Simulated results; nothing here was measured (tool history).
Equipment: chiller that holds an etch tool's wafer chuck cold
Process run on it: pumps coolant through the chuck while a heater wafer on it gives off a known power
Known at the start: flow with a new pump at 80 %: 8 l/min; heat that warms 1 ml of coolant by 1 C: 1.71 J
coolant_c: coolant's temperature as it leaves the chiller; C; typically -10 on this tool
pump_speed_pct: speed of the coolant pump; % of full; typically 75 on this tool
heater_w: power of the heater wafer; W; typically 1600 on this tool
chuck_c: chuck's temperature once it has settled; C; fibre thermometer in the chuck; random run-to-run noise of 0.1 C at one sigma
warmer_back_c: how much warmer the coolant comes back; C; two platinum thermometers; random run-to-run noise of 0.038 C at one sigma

{"run": 1, "hour": 0.0, "coolant_c": -10, "pump_speed_pct": 75, "heater_w": 1600, "chuck_c": 19.6, "warmer_back_c": 9.34}
{"run": 2, "hour": 99.1, "coolant_c": -10, "pump_speed_pct": 75, "heater_w": 1600, "chuck_c": 19.8, "warmer_back_c": 9.45}
{"run": 3, "hour": 208.5, "coolant_c": -10, "pump_speed_pct": 75, "heater_w": 1600, "chuck_c": 19.8, "warmer_back_c": 9.48}
{"run": 4, "hour": 309.1, "coolant_c": -10, "pump_speed_pct": 75, "heater_w": 1600, "chuck_c": 20.2, "warmer_back_c": 9.5}
{"run": 5, "hour": 407.2, "coolant_c": -10, "pump_speed_pct": 75, "heater_w": 1600, "chuck_c": 20.4, "warmer_back_c": 9.58}
{"hour": 435.0, "done": "chiller's thermometer calibrated"}
{"run": 6, "hour": 463.6, "coolant_c": -10, "pump_speed_pct": 75, "heater_w": 1600, "chuck_c": 20.0, "warmer_back_c": 9.53}
{"run": 7, "hour": 550.1, "coolant_c": -10, "pump_speed_pct": 75, "heater_w": 1600, "chuck_c": 20.2, "warmer_back_c": 9.62}
{"run": 8, "hour": 622.5, "coolant_c": -10, "pump_speed_pct": 75, "heater_w": 1600, "chuck_c": 20.4, "warmer_back_c": 9.58}
{"run": 9, "hour": 742.8, "coolant_c": -12, "pump_speed_pct": 75, "heater_w": 1600, "chuck_c": 18.9, "warmer_back_c": 9.68}
{"run": 10, "hour": 858.1, "coolant_c": -10, "pump_speed_pct": 75, "heater_w": 1432, "chuck_c": 17.8, "warmer_back_c": 8.8}
{"run": 11, "hour": 934.3, "coolant_c": -10, "pump_speed_pct": 75, "heater_w": 1432, "chuck_c": 17.7, "warmer_back_c": 8.78}
{"run": 12, "hour": 1030.0, "coolant_c": -10, "pump_speed_pct": 75, "heater_w": 1176, "chuck_c": 13.0, "warmer_back_c": 7.27}
{"hour": 1045.4, "done": "coolant pump overhauled"}
{"run": 13, "hour": 1153.0, "coolant_c": -10, "pump_speed_pct": 75, "heater_w": 1176, "chuck_c": 15.7, "warmer_back_c": 8.13}
{"run": 14, "hour": 1234.6, "coolant_c": -10, "pump_speed_pct": 75, "heater_w": 1600, "chuck_c": 25.3, "warmer_back_c": 11.12}
{"run": 15, "hour": 1302.0, "coolant_c": -10, "pump_speed_pct": 75, "heater_w": 1600, "chuck_c": 25.4, "warmer_back_c": 11.17}
{"run": 16, "hour": 1360.6, "coolant_c": -10, "pump_speed_pct": 75, "heater_w": 1600, "chuck_c": 25.6, "warmer_back_c": 11.17}
{"run": 17, "hour": 1425.7, "coolant_c": -15, "pump_speed_pct": 71, "heater_w": 827, "chuck_c": 4.6, "warmer_back_c": 6.12}
{"run": 18, "hour": 1535.1, "coolant_c": -10, "pump_speed_pct": 75, "heater_w": 1161, "chuck_c": 16.4, "warmer_back_c": 8.23}
{"hour": 1546.4, "done": "coolant pump overhauled, once more"}
{"run": 19, "hour": 1650.8, "coolant_c": -13, "pump_speed_pct": 82, "heater_w": 1408, "chuck_c": 7.7, "warmer_back_c": 6.02}
{"run": 20, "hour": 1775.2, "coolant_c": -10, "pump_speed_pct": 96, "heater_w": 1726, "chuck_c": 12.4, "warmer_back_c": 6.43}
{"run": 21, "hour": 1898.4, "coolant_c": -10, "pump_speed_pct": 61, "heater_w": 1600, "chuck_c": 21.4, "warmer_back_c": 9.42}
{"run": 22, "hour": 2009.9, "coolant_c": -10, "pump_speed_pct": 61, "heater_w": 854, "chuck_c": 6.9, "warmer_back_c": 5.0}
{"hour": 2026.9, "done": "coolant changed, channels flushed"}
{"run": 23, "hour": 2139.5, "coolant_c": -10, "pump_speed_pct": 97, "heater_w": 1054, "chuck_c": 2.5, "warmer_back_c": 3.93}
{"run": 24, "hour": 2213.1, "coolant_c": -6, "pump_speed_pct": 69, "heater_w": 964, "chuck_c": 9.3, "warmer_back_c": 5.01}
{"run": 25, "hour": 2327.8, "coolant_c": -6, "pump_speed_pct": 69, "heater_w": 964, "chuck_c": 9.4, "warmer_back_c": 5.02}
{"run": 26, "hour": 2397.0, "coolant_c": -6, "pump_speed_pct": 95, "heater_w": 964, "chuck_c": 5.7, "warmer_back_c": 3.69}
{"run": 27, "hour": 2480.7, "coolant_c": -4, "pump_speed_pct": 60, "heater_w": 1958, "chuck_c": 31.0, "warmer_back_c": 11.97}
{"run": 28, "hour": 2604.3, "coolant_c": -7, "pump_speed_pct": 97, "heater_w": 1643, "chuck_c": 12.7, "warmer_back_c": 6.14}
{"run": 29, "hour": 2678.5, "coolant_c": -12, "pump_speed_pct": 86, "heater_w": 1643, "chuck_c": 9.9, "warmer_back_c": 7.03}
{"run": 30, "hour": 2762.1, "coolant_c": -6, "pump_speed_pct": 74, "heater_w": 1643, "chuck_c": 19.1, "warmer_back_c": 8.32}
{"run": 31, "hour": 2867.8, "coolant_c": -6, "pump_speed_pct": 74, "heater_w": 1643, "chuck_c": 19.3, "warmer_back_c": 8.27}

Alternative continuations, all from the tool just after run 31; predict every row:
{"hour": 2894.9, "done": "chiller's thermometer calibrated"}
{"run": "A", "hour": 2982.2, "coolant_c": -6, "pump_speed_pct": 74, "heater_w": 1480, "chuck_c": "?", "warmer_back_c": "?"}
{"hour": 2894.9, "done": "chiller's thermometer calibrated"}
{"run": "B", "hour": 2982.2, "coolant_c": -15, "pump_speed_pct": 74, "heater_w": 1643, "chuck_c": "?", "warmer_back_c": "?"}
{"hour": 2894.9, "done": "chiller's thermometer calibrated"}
{"run": "C", "hour": 2982.2, "coolant_c": -6, "pump_speed_pct": 74, "heater_w": 1097, "chuck_c": "?", "warmer_back_c": "?"}
{"hour": 2894.9, "done": "chiller's thermometer calibrated"}
{"run": "D", "hour": 2982.2, "coolant_c": -10, "pump_speed_pct": 75, "heater_w": 1331, "chuck_c": "?", "warmer_back_c": "?"}

run=A chuck_c=16.3 warmer_back_c=7.42
run=B chuck_c=10.0 warmer_back_c=8.21
run=C chuck_c=10.5 warmer_back_c=5.60
run=D chuck_c=10.0 warmer_back_c=6.59
Without the tool's hidden state the same runs would have given:
run=A chuck_c=14.5 warmer_back_c=6.99
run=B chuck_c=8.0 warmer_back_c=7.75
run=C chuck_c=9.2 warmer_back_c=5.29
run=D chuck_c=8.3 warmer_back_c=6.21
